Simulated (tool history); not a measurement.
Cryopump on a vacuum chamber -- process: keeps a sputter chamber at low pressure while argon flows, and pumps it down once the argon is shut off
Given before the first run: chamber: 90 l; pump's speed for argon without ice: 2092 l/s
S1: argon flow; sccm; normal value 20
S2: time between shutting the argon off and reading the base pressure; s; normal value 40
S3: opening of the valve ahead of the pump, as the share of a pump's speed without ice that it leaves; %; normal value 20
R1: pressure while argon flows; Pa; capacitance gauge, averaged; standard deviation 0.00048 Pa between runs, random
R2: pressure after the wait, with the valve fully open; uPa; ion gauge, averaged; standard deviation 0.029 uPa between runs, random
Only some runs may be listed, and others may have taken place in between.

{"run": 1, "hour": 0.0, "S1": 20, "S2": 40, "S3": 20, "R1": 0.0838, "R2": 1.52}
{"run": 2, "hour": 43.7, "S1": 20, "S2": 40, "S3": 26, "R1": 0.0638, "R2": 1.51}
{"run": 3, "hour": 127.2, "S1": 20, "S2": 40, "S3": 26, "R1": 0.0646, "R2": 1.55}
{"run": 4, "hour": 190.5, "S1": 20, "S2": 40, "S3": 26, "R1": 0.0645, "R2": 1.58}
{"run": 5, "hour": 249.2, "S1": 20, "S2": 40, "S3": 26, "R1": 0.0653, "R2": 1.59}
{"run": 6, "hour": 300.5, "S1": 20, "S2": 40, "S3": 26, "R1": 0.0661, "R2": 1.61}
{"run": 7, "hour": 363.9, "S1": 20, "S2": 40, "S3": 26, "R1": 0.066, "R2": 1.65}
{"run": 8, "hour": 448.0, "S1": 20, "S2": 40, "S3": 26, "R1": 0.0661, "R2": 1.73}
{"run": 9, "hour": 493.1, "S1": 20, "S2": 40, "S3": 26, "R1": 0.0671, "R2": 1.71}
{"run": 10, "hour": 560.8, "S1": 20, "S2": 40, "S3": 20, "R1": 0.0862, "R2": 1.76}
{"run": 11, "hour": 653.2, "S1": 20, "S2": 40, "S3": 20, "R1": 0.0862, "R2": 1.85}
{"run": 12, "hour": 730.6, "S1": 20, "S2": 40, "S3": 36, "R1": 0.0499, "R2": 1.94}
{"run": 13, "hour": 822.9, "S1": 20, "S2": 68, "S3": 20, "R1": 0.0879, "R2": 1.48}
{"run": 14, "hour": 879.0, "S1": 20, "S2": 40, "S3": 20, "R1": 0.087, "R2": 2.02}
{"run": 15, "hour": 964.9, "S1": 12, "S2": 40, "S3": 20, "R1": 0.0534, "R2": 2.03}
{"run": 16, "hour": 1034.8, "S1": 26, "S2": 40, "S3": 20, "R1": 0.1058, "R2": 1.92}
{"run": 17, "hour": 1090.8, "S1": 10, "S2": 40, "S3": 20, "R1": 0.041, "R2": 1.86}
{"run": 18, "hour": 1166.6, "S1": 10, "S2": 40, "S3": 20, "R1": 0.0405, "R2": 1.96}
{"run": 19, "hour": 1205.4, "S1": 10, "S2": 40, "S3": 20, "R1": 0.0408, "R2": 1.98}
{"run": 20, "hour": 1289.9, "S1": 37, "S2": 28, "S3": 15, "R1": 0.2017, "R2": 2.57}
{"run": 21, "hour": 1374.5, "S1": 9, "S2": 91, "S3": 29, "R1": 0.0256, "R2": 1.35}
{"run": 22, "hour": 1458.6, "S1": 10, "S2": 77, "S3": 25, "R1": 0.0326, "R2": 1.49}
{"run": 23, "hour": 1519.1, "S1": 15, "S2": 30, "S3": 16, "R1": 0.0775, "R2": 2.57}
{"run": 24, "hour": 1594.9, "S1": 23, "S2": 37, "S3": 43, "R1": 0.0474, "R2": 2.43}
{"run": 25, "hour": 1670.4, "S1": 22, "S2": 40, "S3": 20, "R1": 0.0932, "R2": 2.26}
{"run": 26, "hour": 1761.5, "S1": 13, "S2": 24, "S3": 59, "R1": 0.0202, "R2": 3.21}
{"run": 27, "hour": 1818.8, "S1": 13, "S2": 24, "S3": 59, "R1": 0.0203, "R2": 3.21}
{"run": 28, "hour": 1870.5, "S1": 18, "S2": 40, "S3": 25, "R1": 0.0619, "R2": 2.52}
{"run": 29, "hour": 1953.9, "S1": 20, "S2": 217, "S3": 20, "R1": 0.0862, "R2": 1.47}
{"run": 30, "hour": 2011.8, "S1": 26, "S2": 141, "S3": 59, "R1": 0.0433, "R2": 1.69}
{"run": 31, "hour": 2052.6, "S1": 26, "S2": 141, "S3": 59, "R1": 0.0441, "R2": 1.69}
{"run": 32, "hour": 2135.1, "S1": 37, "S2": 40, "S3": 31, "R1": 0.1103, "R2": 2.72}
{"run": 33, "hour": 2225.9, "S1": 31, "S2": 181, "S3": 18, "R1": 0.1513, "R2": 1.75}
{"run": 34, "hour": 2279.8, "S1": 28, "S2": 36, "S3": 20, "R1": 0.1236, "R2": 2.93}

Not shown here: 1 entry made in the log between runs. Locate each between two listed runs and compare the hidden state at the listed run before it with the hidden state at the listed run after it:
Runs 15 to 16: pump warmed up, emptied and cooled again (hour 1026.4)
  pump's speed, % of a pump's without ice: 68.9 -> 99.3; cold plate's temperature, K: 13.27 -> 13.29; leak into the chamber, uPa l/s: 1117 -> 1169
  measured result minus the result with no hidden state, R1: +0.0047 -> +0.0007 Pa; R2: +0.63 -> +0.44 uPa

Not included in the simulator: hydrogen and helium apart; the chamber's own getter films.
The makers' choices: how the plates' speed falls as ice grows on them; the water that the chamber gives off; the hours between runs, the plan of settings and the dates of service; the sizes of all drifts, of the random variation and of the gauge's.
